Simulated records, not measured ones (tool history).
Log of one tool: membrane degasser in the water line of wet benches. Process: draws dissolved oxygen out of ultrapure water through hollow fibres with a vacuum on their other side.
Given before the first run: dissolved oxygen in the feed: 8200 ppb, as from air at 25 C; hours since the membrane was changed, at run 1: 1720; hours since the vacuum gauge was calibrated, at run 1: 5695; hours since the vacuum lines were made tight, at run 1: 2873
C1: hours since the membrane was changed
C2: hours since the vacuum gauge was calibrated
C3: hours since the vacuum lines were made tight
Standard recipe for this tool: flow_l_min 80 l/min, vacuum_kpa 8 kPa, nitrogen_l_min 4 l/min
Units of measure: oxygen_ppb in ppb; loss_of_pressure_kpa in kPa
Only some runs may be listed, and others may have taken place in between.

run 1 hour=0 | flow_l_min=80 vacuum_kpa=8 nitrogen_l_min=4 | C1=1720 C2=5695 C3=2873 | oxygen_ppb=225.1 loss_of_pressure_kpa=67.55
run 2 hour=28.7 | flow_l_min=80 vacuum_kpa=8 nitrogen_l_min=4 | C1=1749 C2=5723 C3=2902 | oxygen_ppb=225.2 loss_of_pressure_kpa=67
run 3 hour=58 | flow_l_min=80 vacuum_kpa=7.3 nitrogen_l_min=4 | C1=1778 C2=5753 C3=2931 | oxygen_ppb=195.7 loss_of_pressure_kpa=67.16
run 4 hour=77.6 | flow_l_min=76 vacuum_kpa=8 nitrogen_l_min=4 | C1=1797 C2=5772 C3=2951 | oxygen_ppb=216.6 loss_of_pressure_kpa=64.28
run 5 hour=107.9 | flow_l_min=76 vacuum_kpa=8 nitrogen_l_min=4 | C1=1828 C2=5803 C3=2981 | oxygen_ppb=214.8 loss_of_pressure_kpa=63.46
run 6 hour=151.5 | flow_l_min=80 vacuum_kpa=8 nitrogen_l_min=4 | C1=1871 C2=5846 C3=3025 | oxygen_ppb=227.2 loss_of_pressure_kpa=67.4
run 7 hour=186.9 | flow_l_min=80 vacuum_kpa=10.47 nitrogen_l_min=4 | C1=1907 C2=5882 C3=3060 | oxygen_ppb=330.6 loss_of_pressure_kpa=67.65
run 8 hour=215 | flow_l_min=80 vacuum_kpa=10.47 nitrogen_l_min=4 | C1=1935 C2=5910 C3=3088 | oxygen_ppb=330.2 loss_of_pressure_kpa=67.65
run 9 hour=240.9 | flow_l_min=80 vacuum_kpa=10.47 nitrogen_l_min=4 | C1=1961 C2=5936 C3=3114 | oxygen_ppb=332.7 loss_of_pressure_kpa=67.47
run 10 hour=262.4 | flow_l_min=80 vacuum_kpa=8 nitrogen_l_min=4 | C1=1982 C2=5957 C3=3136 | oxygen_ppb=227 loss_of_pressure_kpa=67.18
run 11 hour=291.4 | flow_l_min=80 vacuum_kpa=12.2 nitrogen_l_min=4 | C1=2011 C2=5986 C3=3165 | oxygen_ppb=394.7 loss_of_pressure_kpa=67.55
run 12 hour=333.5 | flow_l_min=123 vacuum_kpa=6.69 nitrogen_l_min=5.49 | C1=2053 C2=6028 C3=3207 | oxygen_ppb=196.1 loss_of_pressure_kpa=103.29
run 13 hour=353.9 | flow_l_min=123 vacuum_kpa=6.69 nitrogen_l_min=5.49 | C1=2074 C2=6049 C3=3227 | oxygen_ppb=196.8 loss_of_pressure_kpa=103.56

Expected results for the next run?
run 14 hour=386.8 | flow_l_min=55 vacuum_kpa=15.38 nitrogen_l_min=11.08 | C1=2107 C2=6081 C3=3260 | oxygen_ppb=? loss_of_pressure_kpa=?

{"run 14": {"oxygen_ppb": 151, "loss_of_pressure_kpa": 46.23}}
Take away the tool's hidden state, keep the run-to-run variation as it was, and the same run would have given oxygen_ppb 147.2 ppb, loss_of_pressure_kpa 45.66 kPa.
